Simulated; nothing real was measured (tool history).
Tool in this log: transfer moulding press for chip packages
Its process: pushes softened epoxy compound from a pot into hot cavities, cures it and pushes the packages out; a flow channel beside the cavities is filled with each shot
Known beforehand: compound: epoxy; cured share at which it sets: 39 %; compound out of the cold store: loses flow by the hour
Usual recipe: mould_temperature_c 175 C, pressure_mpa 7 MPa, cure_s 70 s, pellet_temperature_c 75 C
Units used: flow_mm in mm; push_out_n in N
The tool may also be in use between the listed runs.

run   hour  mould_temperature_c  pressure_mpa  cure_s  pellet_temperature_c  incoming compound's hours out of the cold store  flow_mm  push_out_n
  1      0                  175             7      70                    75                                             32.4      700         504
  2   45.5                  175             7      70                    75                                             38.4      690         494
      53.6  -- cavities cleaned with cleaning compound and waxed
  3   67.5                  175             7      70                    75                                              9.2      771         524
  4   91.8                  175          7.32      70                    75                                             19.5      768         515
     113.2  -- cavities cleaned with cleaning compound and waxed
  5  120.5                  175          7.32      70                    75                                             11.7      788         545
     137.8  -- plunger's sealing rings changed
  6  157.6                  175             7      70                    75                                             11.2      770         534
     174.5  -- cavities cleaned with cleaning compound and waxed
  7  193.6                  175             7      70                    75                                             45.6      647         519
       233  -- cavities cleaned with cleaning compound and waxed
  8  238.5                  175             7      70                    70                                             23.1      734         511
  9  265.4                  180             7      70                    75                                             13.3      755         415
     291.5  -- cavities cleaned with cleaning compound and waxed
 10  293.4                  181             7      70                    75                                             21.7      728         388
 11  318.6                  181             7      70                    75                                             45.2      641         401
     350.1  -- cavities cleaned with cleaning compound and waxed
 12  354.1                  181             7      74                    75                                             12.5      767         385
 13  375.5                  181             7      74                    75                                             16.2      738         392
     409.3  -- cavities cleaned with cleaning compound and waxed
 14  410.5                  178             7      70                    75                                             14.1      753         451
     433.7  -- plunger's sealing rings changed
 15  456.3                  178           6.5      77                    67                                             31.8      671         398
     472.1  -- cavities cleaned with cleaning compound and waxed
 16  503.5                  176             7      89                    74                                             19.8      729         381
 17  528.9                  171             7      97                    74                                             12.9      784         404
     534.3  -- cavities cleaned with cleaning compound and waxed
 18  554.6                  175          7.16      56                    65                                             24.6      733         866
     593.6  -- cavities cleaned with cleaning compound and waxed
 19  593.6                  172          7.16      63                    83                                               29      718         773
     627.8  -- mould's thermocouples calibrated
 20  640.2                  176          5.59      70                    75                                             36.2      614         464
     657.6  -- cavities cleaned with cleaning compound and waxed
 21  687.1                  176          5.59      70                    75                                             21.4      660         487
     719.1  -- cavities cleaned with cleaning compound and waxed
     728.1  -- plunger's sealing rings changed
 22  728.1                  169             7      57                    75                                             27.6      729        1192
 23  748.6                  173             7      70                    77                                             28.3      717         559
     780.9  -- cavities cleaned with cleaning compound and waxed
 24  796.2                  173             7      70                    77                                             22.7      754         581
 25  818.7                  175             7      70                    68                                               15      753         536
     840.4  -- cavities cleaned with cleaning compound and waxed
 26  853.6                  178             7      70                    83                                             33.3      678         431
 27  892.4                  181          8.61      81                    75                                             24.4      777         370
     901.8  -- cavities cleaned with cleaning compound and waxed
 28    924                  169             7      64                    77                                             22.9      739         924

Alternative continuations, all from the tool just after run 28; predict every row:
  A  948.4                  169             7      62                    77                                             18.5        ?           ?
  B  948.4                  175          5.24      70                    70                                             18.9        ?           ?
  C  948.4                  169           7.4      58                    73                                             38.2        ?           ?
  D  948.4                  175          6.71      70                    84                                             45.3        ?           ?

run  flow_mm  push_out_n
  A      760        1024
  B      643         534
  C      717        1103
  D      638         472
What these runs would have given with no unlogged condition in the tool:
run  flow_mm  push_out_n
  A      761        1015
  B      644         529
  C      718        1093
  D      638         468
